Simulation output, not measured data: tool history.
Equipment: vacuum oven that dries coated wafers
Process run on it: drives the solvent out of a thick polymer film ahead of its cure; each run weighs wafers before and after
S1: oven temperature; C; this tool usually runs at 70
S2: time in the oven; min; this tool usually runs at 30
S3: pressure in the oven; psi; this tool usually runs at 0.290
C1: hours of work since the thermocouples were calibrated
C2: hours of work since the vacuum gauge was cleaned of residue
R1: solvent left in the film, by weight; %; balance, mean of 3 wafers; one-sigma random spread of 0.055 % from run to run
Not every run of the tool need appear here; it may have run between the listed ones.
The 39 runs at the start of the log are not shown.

run   hour  S1  S2     S3   C1    C2    R1
 40  828.4  61  51  0.197  665   997  2.94
 41  851.5  69  17  0.267  678  1010  4.64
 42  867.5  65  43  0.290  687  1019  2.64
 43  886.7  59  19  0.228  698  1030  7.95
 44  911.3  73  41  0.988  712  1044  3.59
 45  938.1  73  41  0.988  727  1059  3.47
 46  955.9  73  41  0.988  738  1070  3.53
 47  981.8  66  49  0.290  752  1084  2.12

Consider 3 possible next runs. They are alternatives, not a sequence: every one starts from the tool as it was left by run 47. What does each give?
  A  1006.1  73  24  0.361  766  1098   ?
  B  1006.1  72  29  0.643  766  1098   ?
  C  1006.1  70  46  0.354  766  1098   ?

run    R1
  A  2.37
  B  3.06
  C  1.79
Had the tool no hidden state, the same runs would have come out as:
run    R1
  A  2.33
  B  3.03
  C  1.76

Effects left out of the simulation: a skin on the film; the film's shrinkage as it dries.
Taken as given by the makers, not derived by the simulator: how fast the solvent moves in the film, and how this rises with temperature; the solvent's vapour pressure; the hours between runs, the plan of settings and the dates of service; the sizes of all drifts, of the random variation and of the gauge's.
